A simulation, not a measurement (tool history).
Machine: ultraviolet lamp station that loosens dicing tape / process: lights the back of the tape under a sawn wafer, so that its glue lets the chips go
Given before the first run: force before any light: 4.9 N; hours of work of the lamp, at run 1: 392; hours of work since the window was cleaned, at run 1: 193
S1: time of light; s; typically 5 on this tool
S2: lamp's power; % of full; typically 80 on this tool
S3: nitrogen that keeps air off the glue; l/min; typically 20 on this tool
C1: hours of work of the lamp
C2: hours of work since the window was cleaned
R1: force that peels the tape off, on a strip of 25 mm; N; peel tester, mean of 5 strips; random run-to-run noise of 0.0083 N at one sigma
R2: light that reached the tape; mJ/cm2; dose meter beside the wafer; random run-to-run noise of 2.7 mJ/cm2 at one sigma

run  hour  S1  S2  S3   C1   C2     R1   R2
  1     0   5  80  20  392  193  0.485  285
  2  18.4   5  80  20  406  207  0.508  283
  3  31.3   5  80  20  416  217  0.533  285
  4  53.8   5  78  20  433  234  0.556  276
  5  71.9   5  78  20  447  248  0.545  272
  6  93.3   5  78  20  463  264  0.543  266

Predict the results of run 7:
       106  -- window cleaned of glue's vapour
  7  112.4   2  71  13  478   5   ?   ?

Run 7 came out at R1 2.389 N, R2 93 mJ/cm2.
On a tool with no hidden condition, and with the same random variation, this run would have come out at R1 1.907 N, R2 125 mJ/cm2.

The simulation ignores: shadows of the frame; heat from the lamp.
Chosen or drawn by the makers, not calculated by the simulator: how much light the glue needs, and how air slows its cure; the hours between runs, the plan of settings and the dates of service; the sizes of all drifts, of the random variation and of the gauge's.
